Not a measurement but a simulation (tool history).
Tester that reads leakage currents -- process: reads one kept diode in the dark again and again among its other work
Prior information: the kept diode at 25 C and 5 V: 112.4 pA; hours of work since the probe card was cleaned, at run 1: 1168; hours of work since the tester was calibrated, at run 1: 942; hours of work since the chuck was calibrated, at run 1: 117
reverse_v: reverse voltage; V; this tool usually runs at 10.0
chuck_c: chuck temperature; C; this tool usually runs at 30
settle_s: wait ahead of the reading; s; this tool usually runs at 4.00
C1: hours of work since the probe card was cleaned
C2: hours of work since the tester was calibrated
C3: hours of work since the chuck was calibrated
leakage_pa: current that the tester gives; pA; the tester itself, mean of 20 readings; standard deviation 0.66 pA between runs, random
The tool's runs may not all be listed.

Run 1, day 0.000: usual settings; C1 1168; C2 942; C3 117. Result: leakage_pa 213.89 pA.
Run 2, day 2.204: usual settings; C1 1192; C2 966; C3 141. Result: leakage_pa 212.38 pA.
Run 3, day 4.596: usual settings; C1 1218; C2 992; C3 168. Result: leakage_pa 210.97 pA.
Run 4, day 6.362: usual settings; C1 1238; C2 1012; C3 187. Result: leakage_pa 209.76 pA.
Run 5, day 8.108: usual settings; C1 1257; C2 1031; C3 206. Result: leakage_pa 209.05 pA.
At day 10.217: probe card cleaned and baked.
Run 6, day 10.988: usual settings; C1 9; C2 1061; C3 237. Result: leakage_pa 206.62 pA.
Run 7, day 13.492: usual settings; C1 36; C2 1089; C3 264. Result: leakage_pa 204.42 pA.
Run 8, day 15.654: usual settings; C1 60; C2 1113; C3 288. Result: leakage_pa 203.31 pA.
Run 9, day 18.817: usual settings but reverse_v 11.9 V, chuck_c 44 C; C1 95; C2 1148; C3 323. Result: leakage_pa 642.17 pA.
Run 10, day 21.262: usual settings but reverse_v 11.9 V, chuck_c 44 C; C1 122; C2 1175; C3 350. Result: leakage_pa 636.98 pA.
Run 11, day 23.942: usual settings but reverse_v 2.8 V, chuck_c 32 C; C1 151; C2 1204; C3 379. Result: leakage_pa 150.08 pA.
Run 12, day 26.612: usual settings but reverse_v 2.8 V, chuck_c 32 C; C1 181; C2 1233; C3 409. Result: leakage_pa 148.52 pA.
Run 13, day 29.442: usual settings but reverse_v 2.8 V, chuck_c 32 C; C1 212; C2 1265; C3 440. Result: leakage_pa 148.24 pA.

Hidden condition of the tool, last listed run before each entry between runs versus first listed run after:
Logged between run 5 and run 6: probe card cleaned and baked (day 10.217)
  stray current of the dirty probe card, pA a volt: 0.248 -> 0.024; current scale over the true one, %: 0.61 -> 0.63; true chuck temperature over the reading, C: -0.7 -> -0.78
  measured value less the no-hidden-state value, leakage_pa: -8.47 -> -12.12 pA
